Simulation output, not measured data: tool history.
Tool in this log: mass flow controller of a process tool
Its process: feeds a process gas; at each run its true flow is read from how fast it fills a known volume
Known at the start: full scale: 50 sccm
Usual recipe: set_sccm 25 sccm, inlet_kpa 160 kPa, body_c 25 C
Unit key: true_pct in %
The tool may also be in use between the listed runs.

{"run": 1, "hour": 0.0, "set_sccm": 25, "inlet_kpa": 160, "body_c": 25, "true_pct": 98.61}
{"run": 2, "hour": 78.4, "set_sccm": 12, "inlet_kpa": 160, "body_c": 25, "true_pct": 97.77}
{"run": 3, "hour": 184.4, "set_sccm": 25, "inlet_kpa": 156, "body_c": 25, "true_pct": 98.62}
{"run": 4, "hour": 241.6, "set_sccm": 5, "inlet_kpa": 156, "body_c": 25, "true_pct": 97.61}
{"run": 5, "hour": 331.3, "set_sccm": 5, "inlet_kpa": 156, "body_c": 25, "true_pct": 97.48}
{"run": 6, "hour": 413.9, "set_sccm": 25, "inlet_kpa": 160, "body_c": 25, "true_pct": 98.67}
{"run": 7, "hour": 489.4, "set_sccm": 13, "inlet_kpa": 160, "body_c": 25, "true_pct": 98.03}
{"run": 8, "hour": 565.7, "set_sccm": 15, "inlet_kpa": 160, "body_c": 25, "true_pct": 98.15}
{"run": 9, "hour": 634.4, "set_sccm": 25, "inlet_kpa": 160, "body_c": 25, "true_pct": 98.68}
{"run": 10, "hour": 759.5, "set_sccm": 25, "inlet_kpa": 160, "body_c": 25, "true_pct": 98.88}
{"run": 11, "hour": 816.8, "set_sccm": 25, "inlet_kpa": 228, "body_c": 25, "true_pct": 98.56}
{"run": 12, "hour": 917.9, "set_sccm": 25, "inlet_kpa": 228, "body_c": 25, "true_pct": 98.54}
{"run": 13, "hour": 1012.6, "set_sccm": 25, "inlet_kpa": 160, "body_c": 25, "true_pct": 98.82}
{"run": 14, "hour": 1064.7, "set_sccm": 25, "inlet_kpa": 160, "body_c": 25, "true_pct": 98.83}
{"run": 15, "hour": 1129.7, "set_sccm": 25, "inlet_kpa": 160, "body_c": 25, "true_pct": 99.01}
{"run": 16, "hour": 1211.4, "set_sccm": 25, "inlet_kpa": 160, "body_c": 35, "true_pct": 99.25}
{"run": 17, "hour": 1287.7, "set_sccm": 25, "inlet_kpa": 160, "body_c": 35, "true_pct": 99.29}
{"run": 18, "hour": 1348.7, "set_sccm": 25, "inlet_kpa": 160, "body_c": 35, "true_pct": 99.37}
{"run": 19, "hour": 1447.5, "set_sccm": 25, "inlet_kpa": 160, "body_c": 25, "true_pct": 99.1}
{"run": 20, "hour": 1567.0, "set_sccm": 25, "inlet_kpa": 160, "body_c": 25, "true_pct": 99.05}
{"run": 21, "hour": 1640.7, "set_sccm": 25, "inlet_kpa": 160, "body_c": 25, "true_pct": 99.05}
{"run": 22, "hour": 1721.9, "set_sccm": 25, "inlet_kpa": 160, "body_c": 25, "true_pct": 99.15}
{"run": 23, "hour": 1832.0, "set_sccm": 25, "inlet_kpa": 160, "body_c": 25, "true_pct": 99.22}
{"run": 24, "hour": 1945.9, "set_sccm": 25, "inlet_kpa": 160, "body_c": 25, "true_pct": 99.15}
{"run": 25, "hour": 2012.2, "set_sccm": 19, "inlet_kpa": 160, "body_c": 25, "true_pct": 98.87}
{"run": 26, "hour": 2080.8, "set_sccm": 19, "inlet_kpa": 160, "body_c": 25, "true_pct": 98.75}
{"run": 27, "hour": 2173.9, "set_sccm": 19, "inlet_kpa": 160, "body_c": 25, "true_pct": 98.87}
{"run": 28, "hour": 2280.4, "set_sccm": 11, "inlet_kpa": 160, "body_c": 27, "true_pct": 98.34}
{"run": 29, "hour": 2365.7, "set_sccm": 32, "inlet_kpa": 160, "body_c": 25, "true_pct": 99.69}
{"run": 30, "hour": 2421.4, "set_sccm": 32, "inlet_kpa": 160, "body_c": 25, "true_pct": 99.77}
{"run": 31, "hour": 2531.7, "set_sccm": 32, "inlet_kpa": 160, "body_c": 25, "true_pct": 99.75}
{"run": 32, "hour": 2622.3, "set_sccm": 17, "inlet_kpa": 221, "body_c": 32, "true_pct": 98.85}
{"run": 33, "hour": 2736.2, "set_sccm": 17, "inlet_kpa": 175, "body_c": 31, "true_pct": 99.09}
{"run": 34, "hour": 2799.5, "set_sccm": 17, "inlet_kpa": 175, "body_c": 31, "true_pct": 99.11}
{"run": 35, "hour": 2893.1, "set_sccm": 12, "inlet_kpa": 140, "body_c": 25, "true_pct": 98.67}
{"run": 36, "hour": 2970.8, "set_sccm": 16, "inlet_kpa": 224, "body_c": 28, "true_pct": 98.76}
{"run": 37, "hour": 3028.5, "set_sccm": 25, "inlet_kpa": 160, "body_c": 34, "true_pct": 99.63}
{"run": 38, "hour": 3138.7, "set_sccm": 7, "inlet_kpa": 160, "body_c": 38, "true_pct": 98.65}
{"run": 39, "hour": 3245.3, "set_sccm": 45, "inlet_kpa": 239, "body_c": 21, "true_pct": 100.42}
{"run": 40, "hour": 3310.6, "set_sccm": 25, "inlet_kpa": 160, "body_c": 38, "true_pct": 99.95}
{"run": 41, "hour": 3369.8, "set_sccm": 12, "inlet_kpa": 160, "body_c": 38, "true_pct": 99.23}
{"run": 42, "hour": 3468.1, "set_sccm": 37, "inlet_kpa": 206, "body_c": 28, "true_pct": 100.29}
{"run": 43, "hour": 3594.1, "set_sccm": 17, "inlet_kpa": 160, "body_c": 23, "true_pct": 99.03}
{"run": 44, "hour": 3678.3, "set_sccm": 17, "inlet_kpa": 160, "body_c": 23, "true_pct": 99.11}
{"hour": 3700.2, "done": "gauge calibrated"}
{"run": 45, "hour": 3775.2, "set_sccm": 17, "inlet_kpa": 160, "body_c": 23, "true_pct": 98.13}
{"run": 46, "hour": 3899.9, "set_sccm": 17, "inlet_kpa": 163, "body_c": 23, "true_pct": 98.21}
{"run": 47, "hour": 4007.4, "set_sccm": 47, "inlet_kpa": 152, "body_c": 31, "true_pct": 100.29}
{"run": 48, "hour": 4062.1, "set_sccm": 8, "inlet_kpa": 209, "body_c": 25, "true_pct": 97.54}

Alternative continuations, all from the tool just after run 48; predict every row:
{"run": "A", "hour": 4155.7, "set_sccm": 16, "inlet_kpa": 177, "body_c": 23, "true_pct": "?"}
{"run": "B", "hour": 4155.7, "set_sccm": 31, "inlet_kpa": 142, "body_c": 35, "true_pct": "?"}
{"run": "C", "hour": 4155.7, "set_sccm": 25, "inlet_kpa": 160, "body_c": 27, "true_pct": "?"}
{"run": "D", "hour": 4155.7, "set_sccm": 23, "inlet_kpa": 160, "body_c": 36, "true_pct": "?"}

run=A true_pct=98.13
run=B true_pct=99.38
run=C true_pct=98.68
run=D true_pct=98.86
Take away the tool's hidden state, keep each run's random variation, and the runs would have read:
run=A true_pct=97.99
run=B true_pct=99.24
run=C true_pct=98.54
run=D true_pct=98.72
